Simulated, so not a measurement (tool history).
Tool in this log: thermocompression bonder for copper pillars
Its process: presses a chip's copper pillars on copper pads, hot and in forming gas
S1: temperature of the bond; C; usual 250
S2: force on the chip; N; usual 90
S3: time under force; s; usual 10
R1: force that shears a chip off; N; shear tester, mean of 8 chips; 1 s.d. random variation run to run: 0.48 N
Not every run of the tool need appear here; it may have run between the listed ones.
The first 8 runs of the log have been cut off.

run 9 hour=61.4 | S1=250 S2=90 S3=10 | R1=73.4
run 10 hour=66 | S1=250 S2=90 S3=10 | R1=73.1
run 11 hour=72.5 | S1=250 S2=77 S3=10 | R1=67.1
run 12 hour=77.8 | S1=250 S2=77 S3=10 | R1=67
run 13 hour=85.4 | S1=250 S2=77 S3=10 | R1=66.8
run 14 hour=95.1 | S1=250 S2=77 S3=10 | R1=66.6
run 15 hour=103.1 | S1=279 S2=90 S3=10 | R1=102
run 16 hour=112.4 | S1=279 S2=90 S3=7 | R1=94.9
run 17 hour=120.8 | S1=250 S2=90 S3=10 | R1=73.3
run 18 hour=129.8 | S1=242 S2=88 S3=6 | R1=52.1
run 19 hour=135.1 | S1=275 S2=76 S3=18 | R1=105.2
run 20 hour=141.5 | S1=224 S2=64 S3=9 | R1=34.7
run 21 hour=151 | S1=224 S2=64 S3=9 | R1=35.1
run 22 hour=161.6 | S1=238 S2=83 S3=24 | R1=76.8
run 23 hour=168.9 | S1=238 S2=83 S3=24 | R1=76.8
run 24 hour=173.6 | S1=225 S2=124 S3=6 | R1=47.7
run 25 hour=184 | S1=225 S2=129 S3=17 | R1=70.9
run 26 hour=192.9 | S1=225 S2=130 S3=17 | R1=71.3
run 27 hour=199.1 | S1=249 S2=113 S3=26 | R1=102.4
run 28 hour=208 | S1=249 S2=113 S3=26 | R1=101.6
run 29 hour=216.8 | S1=250 S2=90 S3=8 | R1=67.8
run 30 hour=226.4 | S1=250 S2=90 S3=8 | R1=67.3
run 31 hour=234.9 | S1=250 S2=90 S3=8 | R1=67.8
run 32 hour=240.7 | S1=258 S2=90 S3=11 | R1=83.1
run 33 hour=247.1 | S1=239 S2=59 S3=9 | R1=44.6

What if the next run were any one of these 4? Each begins from the tool's condition after run 33:
run A hour=257.1 | S1=250 S2=79 S3=10 | R1=?
run B hour=257.1 | S1=239 S2=73 S3=9 | R1=?
run C hour=257.1 | S1=239 S2=59 S3=8 | R1=?
run D hour=257.1 | S1=273 S2=90 S3=15 | R1=?

run=A R1=67.3
run=B R1=51.3
run=C R1=42.6
run=D R1=104.9
What these runs would have given with no unlogged condition in the tool:
run=A R1=67.7
run=B R1=51.5
run=C R1=42.7
run=D R1=106.1
